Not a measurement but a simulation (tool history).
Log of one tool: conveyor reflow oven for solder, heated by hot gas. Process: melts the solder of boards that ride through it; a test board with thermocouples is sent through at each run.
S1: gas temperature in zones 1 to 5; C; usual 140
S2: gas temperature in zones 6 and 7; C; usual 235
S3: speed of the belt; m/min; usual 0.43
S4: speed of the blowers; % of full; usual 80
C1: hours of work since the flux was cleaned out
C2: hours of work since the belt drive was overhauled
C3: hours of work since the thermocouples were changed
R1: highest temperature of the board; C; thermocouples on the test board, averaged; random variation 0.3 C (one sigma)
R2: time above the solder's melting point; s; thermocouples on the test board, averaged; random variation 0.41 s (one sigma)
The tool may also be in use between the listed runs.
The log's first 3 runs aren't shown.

run	day	S1	S2	S3	S4	C1	C2	C3	R1	R2
4	5.492	140	248	0.43	80	367	297	268	229.9	97
5	7.504	140	246	0.43	80	391	322	293	228.2	95.1
6	9.338	140	246	0.43	80	413	344	315	228.6	94.7
# day 9.871: flux residue cleaned out of gas plates and filters
7	11.2	140	234	0.43	80	16	364	335	220.3	87.2
8	12.45	140	224	0.43	80	31	379	350	211.3	78.6
9	14.433	140	224	0.43	80	55	403	374	211	78.8
10	15.617	140	235	0.43	75	70	417	388	220.2	88.3
11	17.779	140	235	0.43	75	96	444	414	219.9	87.6
12	18.754	140	235	0.43	80	108	455	426	220.2	88.6
13	20.112	140	235	0.407	80	124	472	443	222.3	96.6
14	22.304	140	235	0.407	80	151	498	469	222.4	95.5
15	24.079	140	235	0.407	80	172	520	491	221.8	95
16	25.767	140	235	0.393	80	192	540	511	222.9	99.6
17	27.6	127	235	0.45	80	215	562	533	216.4	74.5
18	29.392	140	235	0.43	79	236	584	555	220	88
19	30.588	140	235	0.43	52	251	599	570	214.1	79.5

Forecast run 20:
20	31.962	140	235	0.43	52	267	615	586	?	?

Run 20 gave R1 213.5 C, R2 79.4 s.
Without the tool's hidden state the same run would have given R1 213.7 C, R2 79.5 s.
